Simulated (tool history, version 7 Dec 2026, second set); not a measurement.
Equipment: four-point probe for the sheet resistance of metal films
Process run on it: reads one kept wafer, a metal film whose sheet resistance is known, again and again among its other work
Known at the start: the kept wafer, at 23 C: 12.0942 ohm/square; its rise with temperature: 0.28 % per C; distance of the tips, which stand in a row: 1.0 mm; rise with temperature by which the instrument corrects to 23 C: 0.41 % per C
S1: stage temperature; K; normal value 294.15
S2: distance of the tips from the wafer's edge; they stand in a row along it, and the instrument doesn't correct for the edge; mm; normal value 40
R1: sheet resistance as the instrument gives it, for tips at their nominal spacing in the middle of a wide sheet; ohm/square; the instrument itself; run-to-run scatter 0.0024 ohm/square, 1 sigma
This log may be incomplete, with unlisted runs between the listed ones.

| run | hour | S1 | S2 | R1 |
|---|---|---|---|---|
| 1 | 0 | 294.15 | 40 | 12.114227 |
| 2 | 46 | 295.15 | 40 | 12.097421 |
| 3 | 90.6 | 295.15 | 7 | 12.219123 |
| 4 | 162.6 | 295.15 | 7 | 12.212654 |
| 5 | 261.4 | 294.15 | 40 | 12.097446 |
| 6 | 315.5 | 294.15 | 40 | 12.087511 |
| 7 | 401.7 | 294.15 | 40 | 12.087712 |
| 8 | 486.3 | 294.15 | 40 | 12.078783 |
| 9 | 562.5 | 294.15 | 4 | 12.46855 |
| 10 | 645.3 | 294.15 | 4 | 12.458899 |
| 11 | 692.3 | 294.15 | 4 | 12.456404 |
| 12 | 764.2 | 294.15 | 32 | 12.067744 |
| 13 | 854.3 | 294.15 | 40 | 12.057375 |
| 14 | 942.5 | 294.15 | 4 | 12.437005 |
| 15 | 1000.7 | 294.15 | 4 | 12.440939 |
| 16 | 1065 | 297.15 | 4 | 12.384827 |
| 17 | 1114.6 | 297.15 | 4 | 12.380994 |
| 18 | 1178.8 | 297.15 | 4 | 12.3796 |
|  | 1202.3 | new probe head fitted |
| 19 | 1263.2 | 297.15 | 4 | 12.499703 |
| 20 | 1311.7 | 297.15 | 4 | 12.500406 |
| 21 | 1406.8 | 297.15 | 4 | 12.49256 |
| 22 | 1488.1 | 294.15 | 70 | 12.143866 |
| 23 | 1554.1 | 294.15 | 70 | 12.145382 |
| 24 | 1598.4 | 296.15 | 31 | 12.108675 |
| 25 | 1667.5 | 296.15 | 31 | 12.108111 |
| 26 | 1734.6 | 296.15 | 13 | 12.130782 |
| 27 | 1814.3 | 296.15 | 13 | 12.130789 |
| 28 | 1864.8 | 296.15 | 6 | 12.266983 |
| 29 | 1951.1 | 296.15 | 4 | 12.472609 |
| 30 | 2008.7 | 293.15 | 15 | 12.155258 |
| 31 | 2063 | 301.15 | 15 | 12.022632 |
| 32 | 2135.1 | 291.15 | 6 | 12.331156 |
| 33 | 2188.3 | 291.15 | 6 | 12.328074 |
| 34 | 2228.4 | 307.15 | 23 | 11.911656 |
|  | 2249.8 | stage's thermometer calibrated |
| 35 | 2284.7 | 307.15 | 4 | 12.268177 |
| 36 | 2362.1 | 307.15 | 24 | 11.889414 |
| 37 | 2414 | 307.15 | 7 | 12.001455 |
| 38 | 2479.5 | 295.15 | 11 | 12.108434 |
| 39 | 2559.3 | 300.15 | 56 | 11.968747 |
| 40 | 2638.1 | 294.15 | 18 | 12.078874 |
| 41 | 2690.1 | 304.15 | 9 | 11.976887 |
| 42 | 2784.6 | 292.15 | 9 | 12.153132 |
| 43 | 2838.3 | 294.15 | 22 | 12.055944 |
| 44 | 2882.7 | 294.15 | 22 | 12.053474 |
| 45 | 2971.3 | 294.15 | 22 | 12.046782 |

Branching from run 45: 3 alternative next runs. What would each branch give?
| A | 3041.2 | 292.15 | 69 | ? |
| B | 3041.2 | 294.15 | 57 | ? |
| C | 3041.2 | 294.15 | 29 | ? |

| run | R1 |
|---|---|
| A | 12.063609 |
| B | 12.031491 |
| C | 12.038996 |
The same runs, with their run-to-run variation unchanged, on a tool lacking any hidden condition would have given:
| run | R1 |
|---|---|
| A | 12.158799 |
| B | 12.12645 |
| C | 12.134011 |
